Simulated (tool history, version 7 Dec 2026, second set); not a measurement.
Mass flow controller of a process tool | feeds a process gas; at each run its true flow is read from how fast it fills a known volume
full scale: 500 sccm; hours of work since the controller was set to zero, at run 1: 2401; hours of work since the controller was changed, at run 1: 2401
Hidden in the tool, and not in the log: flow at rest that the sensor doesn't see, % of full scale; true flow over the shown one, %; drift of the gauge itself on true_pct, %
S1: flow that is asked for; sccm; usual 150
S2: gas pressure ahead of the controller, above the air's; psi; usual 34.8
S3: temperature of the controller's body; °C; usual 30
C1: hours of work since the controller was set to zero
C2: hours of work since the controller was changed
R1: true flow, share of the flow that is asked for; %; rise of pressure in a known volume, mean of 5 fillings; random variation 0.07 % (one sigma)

run 1 hour=0.0 | S1=150 S2=34.8 S3=30 | C1=2401 C2=2401 | R1=98.60
run 2 hour=49.4 | S1=150 S2=34.8 S3=30 | C1=2422 C2=2422 | R1=98.67
run 3 hour=146.9 | S1=150 S2=34.8 S3=30 | C1=2464 C2=2464 | R1=98.79
run 4 hour=235.5 | S1=150 S2=34.8 S3=30 | C1=2503 C2=2503 | R1=98.69
run 5 hour=341.0 | S1=150 S2=39.6 S3=30 | C1=2548 C2=2548 | R1=98.80
run 6 hour=445.7 | S1=150 S2=39.6 S3=30 | C1=2593 C2=2593 | R1=98.85
run 7 hour=502.5 | S1=150 S2=22.9 S3=30 | C1=2618 C2=2618 | R1=99.26
run 8 hour=581.4 | S1=150 S2=34.8 S3=30 | C1=2652 C2=2652 | R1=98.99
run 9 hour=692.4 | S1=150 S2=34.8 S3=30 | C1=2700 C2=2700 | R1=99.25
run 10 hour=760.1 | S1=150 S2=34.8 S3=30 | C1=2729 C2=2729 | R1=99.22
run 11 hour=839.6 | S1=75 S2=34.8 S3=30 | C1=2763 C2=2763 | R1=99.09
run 12 hour=943.0 | S1=150 S2=34.8 S3=30 | C1=2808 C2=2808 | R1=99.16
run 13 hour=1027.5 | S1=150 S2=25.7 S3=30 | C1=2844 C2=2844 | R1=99.72
run 14 hour=1124.6 | S1=150 S2=34.8 S3=35 | C1=2886 C2=2886 | R1=98.80
run 15 hour=1182.3 | S1=62 S2=34.8 S3=35 | C1=2911 C2=2911 | R1=98.66
run 16 hour=1289.4 | S1=62 S2=34.8 S3=35 | C1=2957 C2=2957 | R1=98.67
run 17 hour=1403.1 | S1=62 S2=34.8 S3=35 | C1=3006 C2=3006 | R1=98.95
run 18 hour=1453.8 | S1=62 S2=34.8 S3=35 | C1=3028 C2=3028 | R1=98.89
run 19 hour=1561.1 | S1=62 S2=34.8 S3=35 | C1=3074 C2=3074 | R1=98.98
run 20 hour=1612.6 | S1=62 S2=34.8 S3=35 | C1=3097 C2=3097 | R1=98.99
-- hour=1705.0 gauge calibrated
run 21 hour=1707.1 | S1=88 S2=33.8 S3=35 | C1=3137 C2=3137 | R1=97.92
run 22 hour=1816.7 | S1=88 S2=33.8 S3=35 | C1=3185 C2=3185 | R1=97.98
run 23 hour=1906.2 | S1=487 S2=39.2 S3=26 | C1=3223 C2=3223 | R1=99.77
run 24 hour=1970.3 | S1=179 S2=39.9 S3=39 | C1=3251 C2=3251 | R1=97.77
run 25 hour=2041.6 | S1=179 S2=39.7 S3=40 | C1=3282 C2=3282 | R1=97.71
run 26 hour=2143.6 | S1=179 S2=39.7 S3=40 | C1=3326 C2=3326 | R1=97.76
run 27 hour=2207.7 | S1=150 S2=34.8 S3=22 | C1=3353 C2=3353 | R1=100.05
run 28 hour=2258.4 | S1=197 S2=33.6 S3=31 | C1=3375 C2=3375 | R1=99.12
run 29 hour=2356.0 | S1=129 S2=33.6 S3=36 | C1=3417 C2=3417 | R1=98.41
run 30 hour=2410.3 | S1=88 S2=28.0 S3=36 | C1=3441 C2=3441 | R1=98.47
run 31 hour=2474.3 | S1=88 S2=28.0 S3=36 | C1=3468 C2=3468 | R1=98.40
run 32 hour=2564.3 | S1=245 S2=34.8 S3=30 | C1=3507 C2=3507 | R1=99.33
run 33 hour=2640.0 | S1=85 S2=20.3 S3=30 | C1=3540 C2=3540 | R1=99.36
run 34 hour=2748.4 | S1=394 S2=32.9 S3=30 | C1=3587 C2=3587 | R1=99.83
-- hour=2789.0 gauge calibrated
run 35 hour=2851.5 | S1=133 S2=34.8 S3=22 | C1=3631 C2=3631 | R1=99.59
run 36 hour=2965.8 | S1=133 S2=34.8 S3=22 | C1=3680 C2=3680 | R1=99.71
run 37 hour=3075.2 | S1=150 S2=34.8 S3=30 | C1=3728 C2=3728 | R1=98.84
run 38 hour=3155.7 | S1=79 S2=22.8 S3=28 | C1=3762 C2=3762 | R1=99.14
run 39 hour=3270.5 | S1=150 S2=34.8 S3=36 | C1=3812 C2=3812 | R1=98.16

How the hidden state differs across the entries between the runs, from the last listed run before each to the first after it:
Between runs 20 and 21: gauge calibrated (hour 1705.0)
  drift of the gauge itself on true_pct, %: 1.17 -> 0
  measured less the result without the state, R1: +1.14 -> -0.01 %
Between runs 34 and 35: gauge calibrated (hour 2789.0)
  drift of the gauge itself on true_pct, %: 0.76 -> 0.05
  measured less the result without the state, R1: +0.75 -> +0.04 %

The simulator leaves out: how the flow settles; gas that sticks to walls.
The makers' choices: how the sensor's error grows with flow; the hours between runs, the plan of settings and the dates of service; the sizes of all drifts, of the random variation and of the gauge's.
